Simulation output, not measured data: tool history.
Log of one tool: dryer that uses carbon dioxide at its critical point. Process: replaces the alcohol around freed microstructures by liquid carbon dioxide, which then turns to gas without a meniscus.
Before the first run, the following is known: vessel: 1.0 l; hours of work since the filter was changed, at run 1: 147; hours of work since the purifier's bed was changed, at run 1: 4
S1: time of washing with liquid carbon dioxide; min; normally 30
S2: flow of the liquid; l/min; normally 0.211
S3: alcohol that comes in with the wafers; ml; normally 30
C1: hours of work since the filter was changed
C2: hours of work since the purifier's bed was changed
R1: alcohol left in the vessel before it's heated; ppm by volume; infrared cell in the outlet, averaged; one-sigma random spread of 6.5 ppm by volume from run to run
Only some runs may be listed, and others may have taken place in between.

run 1 hour=0.0 | S1=30 S2=0.211 S3=30 | C1=147 C2=4 | R1=391
run 2 hour=5.4 | S1=30 S2=0.211 S3=30 | C1=149 C2=6 | R1=389
run 3 hour=10.7 | S1=30 S2=0.273 S3=30 | C1=151 C2=8 | R1=100
run 4 hour=15.1 | S1=30 S2=0.273 S3=30 | C1=153 C2=10 | R1=100
run 5 hour=21.0 | S1=30 S2=0.211 S3=30 | C1=155 C2=13 | R1=392
run 6 hour=25.4 | S1=30 S2=0.211 S3=30 | C1=157 C2=15 | R1=396
run 7 hour=31.5 | S1=30 S2=0.211 S3=30 | C1=160 C2=17 | R1=393
run 8 hour=40.7 | S1=30 S2=0.211 S3=30 | C1=164 C2=21 | R1=383
run 9 hour=46.4 | S1=30 S2=0.211 S3=30 | C1=166 C2=23 | R1=397
run 10 hour=51.3 | S1=30 S2=0.283 S3=110 | C1=168 C2=25 | R1=304
run 11 hour=55.7 | S1=19 S2=0.227 S3=30 | C1=170 C2=27 | R1=1546
run 12 hour=63.8 | S1=34 S2=0.142 S3=30 | C1=173 C2=31 | R1=1227
run 13 hour=69.1 | S1=34 S2=0.142 S3=30 | C1=175 C2=33 | R1=1284
run 14 hour=74.1 | S1=41 S2=0.306 S3=39 | C1=178 C2=35 | R1=8
run 15 hour=79.4 | S1=45 S2=0.162 S3=32 | C1=180 C2=37 | R1=238
run 16 hour=86.3 | S1=45 S2=0.198 S3=32 | C1=183 C2=40 | R1=89
run 17 hour=91.1 | S1=30 S2=0.251 S3=94 | C1=185 C2=42 | R1=550
run 18 hour=98.9 | S1=25 S2=0.251 S3=25 | C1=188 C2=45 | R1=338

Predict each of these 3 candidate next runs independently; none follows another, all start after run 18:
run A hour=103.9 | S1=30 S2=0.164 S3=20 | C1=190 C2=47 | R1=?
run B hour=103.9 | S1=23 S2=0.221 S3=30 | C1=190 C2=47 | R1=?
run C hour=103.9 | S1=30 S2=0.237 S3=30 | C1=190 C2=47 | R1=?

run=A R1=776
run=B R1=951
run=C R1=238
Take away the tool's hidden state, keep each run's random variation, and the runs would have read:
run=A R1=554
run=B R1=664
run=C R1=143

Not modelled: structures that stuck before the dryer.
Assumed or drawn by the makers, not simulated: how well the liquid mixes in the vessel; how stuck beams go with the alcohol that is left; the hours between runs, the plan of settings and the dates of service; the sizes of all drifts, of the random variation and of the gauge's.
